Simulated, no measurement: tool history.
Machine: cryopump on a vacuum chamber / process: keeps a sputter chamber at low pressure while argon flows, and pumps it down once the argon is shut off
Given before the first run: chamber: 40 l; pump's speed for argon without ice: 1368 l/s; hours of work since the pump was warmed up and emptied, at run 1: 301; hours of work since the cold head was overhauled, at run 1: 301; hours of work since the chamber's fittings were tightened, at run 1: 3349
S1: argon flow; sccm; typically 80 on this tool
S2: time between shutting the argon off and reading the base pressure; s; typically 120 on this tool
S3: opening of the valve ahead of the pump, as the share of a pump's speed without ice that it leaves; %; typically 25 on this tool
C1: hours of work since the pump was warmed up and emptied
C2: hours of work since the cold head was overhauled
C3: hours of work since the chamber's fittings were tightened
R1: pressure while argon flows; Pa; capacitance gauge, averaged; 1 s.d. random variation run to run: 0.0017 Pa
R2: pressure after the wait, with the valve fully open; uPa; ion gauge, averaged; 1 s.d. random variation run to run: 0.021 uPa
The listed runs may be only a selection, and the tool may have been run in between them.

{"run": 1, "hour": 0.0, "S1": 80, "S2": 120, "S3": 25, "C1": 301, "C2": 301, "C3": 3349, "R1": 0.4086, "R2": 3.13}
{"run": 2, "hour": 36.5, "S1": 80, "S2": 120, "S3": 25, "C1": 329, "C2": 329, "C3": 3377, "R1": 0.4133, "R2": 3.14}
{"run": 3, "hour": 71.4, "S1": 80, "S2": 120, "S3": 25, "C1": 356, "C2": 356, "C3": 3404, "R1": 0.4111, "R2": 3.15}
{"run": 4, "hour": 95.5, "S1": 80, "S2": 110, "S3": 25, "C1": 375, "C2": 375, "C3": 3422, "R1": 0.4126, "R2": 3.23}
{"run": 5, "hour": 124.2, "S1": 80, "S2": 110, "S3": 25, "C1": 396, "C2": 396, "C3": 3444, "R1": 0.4145, "R2": 3.26}
{"run": 6, "hour": 164.2, "S1": 80, "S2": 120, "S3": 25, "C1": 427, "C2": 427, "C3": 3475, "R1": 0.4105, "R2": 3.3}
{"run": 7, "hour": 193.0, "S1": 80, "S2": 120, "S3": 25, "C1": 449, "C2": 449, "C3": 3497, "R1": 0.4147, "R2": 3.28}
{"run": 8, "hour": 225.4, "S1": 80, "S2": 220, "S3": 25, "C1": 474, "C2": 474, "C3": 3522, "R1": 0.4184, "R2": 3.29}
{"run": 9, "hour": 255.3, "S1": 97, "S2": 120, "S3": 25, "C1": 497, "C2": 497, "C3": 3545, "R1": 0.5075, "R2": 3.49}
{"run": 10, "hour": 291.6, "S1": 97, "S2": 120, "S3": 25, "C1": 524, "C2": 524, "C3": 3572, "R1": 0.5087, "R2": 3.61}
{"run": 11, "hour": 314.3, "S1": 97, "S2": 120, "S3": 25, "C1": 542, "C2": 542, "C3": 3590, "R1": 0.5108, "R2": 3.64}
{"run": 12, "hour": 348.1, "S1": 97, "S2": 120, "S3": 25, "C1": 568, "C2": 568, "C3": 3615, "R1": 0.5166, "R2": 3.67}
{"run": 13, "hour": 384.9, "S1": 85, "S2": 44, "S3": 44, "C1": 596, "C2": 596, "C3": 3644, "R1": 0.2713, "R2": 4.12}
{"run": 14, "hour": 434.7, "S1": 80, "S2": 173, "S3": 25, "C1": 634, "C2": 634, "C3": 3682, "R1": 0.4253, "R2": 3.86}
{"run": 15, "hour": 456.0, "S1": 67, "S2": 120, "S3": 19, "C1": 650, "C2": 650, "C3": 3698, "R1": 0.4632, "R2": 3.89}
{"run": 16, "hour": 494.4, "S1": 80, "S2": 59, "S3": 16, "C1": 679, "C2": 679, "C3": 3727, "R1": 0.6522, "R2": 4.27}
{"run": 17, "hour": 527.4, "S1": 80, "S2": 59, "S3": 16, "C1": 705, "C2": 705, "C3": 3753, "R1": 0.655, "R2": 4.22}
{"run": 18, "hour": 578.6, "S1": 80, "S2": 59, "S3": 16, "C1": 744, "C2": 744, "C3": 3792, "R1": 0.6597, "R2": 4.42}
{"run": 19, "hour": 621.8, "S1": 80, "S2": 59, "S3": 16, "C1": 777, "C2": 777, "C3": 3825, "R1": 0.6611, "R2": 4.37}
{"hour": 650.7, "done": "pump warmed up, emptied and cooled again"}
{"run": 20, "hour": 657.1, "S1": 80, "S2": 59, "S3": 16, "C1": 5, "C2": 800, "C3": 3848, "R1": 0.6188, "R2": 3.17}
{"run": 21, "hour": 692.2, "S1": 137, "S2": 59, "S3": 16, "C1": 32, "C2": 827, "C3": 3875, "R1": 1.0676, "R2": 3.34}

Branching from run 21: 4 alternative next runs. What would each branch give?
{"run": "A", "hour": 727.8, "S1": 45, "S2": 65, "S3": 24, "C1": 59, "C2": 854, "C3": 3902, "R1": "?", "R2": "?"}
{"run": "B", "hour": 727.8, "S1": 129, "S2": 92, "S3": 16, "C1": 59, "C2": 854, "C3": 3902, "R1": "?", "R2": "?"}
{"run": "C", "hour": 727.8, "S1": 41, "S2": 63, "S3": 55, "C1": 59, "C2": 854, "C3": 3902, "R1": "?", "R2": "?"}
{"run": "D", "hour": 727.8, "S1": 39, "S2": 28, "S3": 36, "C1": 59, "C2": 854, "C3": 3902, "R1": "?", "R2": "?"}

run=A R1=0.2327 R2=3.36
run=B R1=1.0015 R2=3.25
run=C R1=0.0941 R2=3.38
run=D R1=0.1346 R2=3.86
Take away the tool's hidden state, keep each run's random variation, and the runs would have read:
run=A R1=0.2305 R2=0.58
run=B R1=0.9952 R2=0.5
run=C R1=0.0921 R2=0.63
run=D R1=0.1328 R2=1.09

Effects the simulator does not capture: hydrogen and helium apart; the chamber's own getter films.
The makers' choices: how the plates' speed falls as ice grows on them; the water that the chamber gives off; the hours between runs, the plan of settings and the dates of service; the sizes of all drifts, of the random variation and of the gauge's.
